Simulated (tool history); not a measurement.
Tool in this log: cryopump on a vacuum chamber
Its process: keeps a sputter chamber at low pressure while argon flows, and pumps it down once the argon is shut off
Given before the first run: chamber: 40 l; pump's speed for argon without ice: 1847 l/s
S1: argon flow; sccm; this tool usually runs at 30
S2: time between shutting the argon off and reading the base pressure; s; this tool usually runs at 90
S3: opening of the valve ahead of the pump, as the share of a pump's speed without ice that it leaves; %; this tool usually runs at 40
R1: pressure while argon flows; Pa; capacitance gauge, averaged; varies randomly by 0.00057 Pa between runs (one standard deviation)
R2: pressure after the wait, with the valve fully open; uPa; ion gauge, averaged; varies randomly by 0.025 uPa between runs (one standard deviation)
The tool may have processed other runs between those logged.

| run | day | S1 | S2 | S3 | R1 | R2 |
|---|---|---|---|---|---|---|
| 1 | 0 | 30 | 90 | 40 | 0.0709 | 1.71 |
| 2 | 0.533 | 30 | 90 | 40 | 0.0715 | 1.69 |
| 3 | 1.071 | 30 | 90 | 40 | 0.0723 | 1.64 |
| 4 | 2.254 | 30 | 90 | 40 | 0.0704 | 1.7 |
| 5 | 3.4 | 30 | 90 | 40 | 0.0715 | 1.69 |
| 6 | 4.479 | 20 | 90 | 40 | 0.0475 | 1.69 |
| 7 | 4.971 | 30 | 90 | 40 | 0.0725 | 1.76 |
| 8 | 6.1 | 30 | 90 | 40 | 0.0708 | 1.77 |
| 9 | 6.85 | 30 | 90 | 40 | 0.0723 | 1.74 |
| 10 | 7.438 | 30 | 90 | 40 | 0.0722 | 1.73 |
| 11 | 8.483 | 30 | 90 | 40 | 0.0719 | 1.77 |
| 12 | 9.692 | 30 | 90 | 40 | 0.0716 | 1.79 |
| 13 | 10.192 | 30 | 90 | 40 | 0.073 | 1.79 |
| 14 | 11.338 | 30 | 90 | 40 | 0.0727 | 1.76 |
| 15 | 12.55 | 30 | 90 | 29 | 0.0996 | 1.78 |
| 16 | 13.183 | 15 | 90 | 29 | 0.0493 | 1.82 |
| 17 | 14.379 | 15 | 90 | 29 | 0.0489 | 1.83 |
| 18 | 15.579 | 15 | 90 | 29 | 0.0496 | 1.91 |
| 19 | 16.567 | 15 | 90 | 29 | 0.0495 | 1.89 |
| 20 | 17.158 | 15 | 90 | 29 | 0.0498 | 1.85 |
| 21 | 18.296 | 15 | 90 | 29 | 0.049 | 1.87 |
| 22 | 18.85 | 30 | 84 | 40 | 0.0723 | 1.83 |
| 23 | 20.017 | 30 | 84 | 40 | 0.0737 | 1.92 |
| 24 | 20.75 | 30 | 84 | 40 | 0.0738 | 1.95 |
| 25 | 21.433 | 24 | 47 | 19 | 0.1179 | 2.6 |
| 26 | 22.138 | 24 | 47 | 19 | 0.1203 | 2.63 |
| 27 | 22.7 | 24 | 47 | 19 | 0.1211 | 2.61 |
| 28 | 23.454 | 18 | 47 | 20 | 0.0849 | 2.7 |
| 29 | 24.608 | 18 | 47 | 20 | 0.0844 | 2.57 |
| 30 | 25.192 | 45 | 196 | 28 | 0.1543 | 1.44 |
| 31 | 25.738 | 56 | 88 | 46 | 0.1204 | 1.99 |
| 32 | 26.929 | 45 | 58 | 19 | 0.2243 | 2.39 |
| 33 | 27.833 | 36 | 90 | 39 | 0.0911 | 1.97 |
| 34 | 28.804 | 41 | 292 | 43 | 0.0946 | 1.42 |

Branching from run 34: 3 alternative next runs. What would each branch give?
| A | 29.762 | 41 | 90 | 48 | ? | ? |
| B | 29.762 | 19 | 292 | 43 | ? | ? |
| C | 29.762 | 30 | 196 | 56 | ? | ? |

| run | R1 | R2 |
|---|---|---|
| A | 0.0862 | 2 |
| B | 0.0433 | 1.42 |
| C | 0.0546 | 1.56 |
Without the tool's unlogged condition, the same runs would have read:
| run | R1 | R2 |
|---|---|---|
| A | 0.0785 | 1.01 |
| B | 0.0397 | 0.44 |
| C | 0.049 | 0.56 |

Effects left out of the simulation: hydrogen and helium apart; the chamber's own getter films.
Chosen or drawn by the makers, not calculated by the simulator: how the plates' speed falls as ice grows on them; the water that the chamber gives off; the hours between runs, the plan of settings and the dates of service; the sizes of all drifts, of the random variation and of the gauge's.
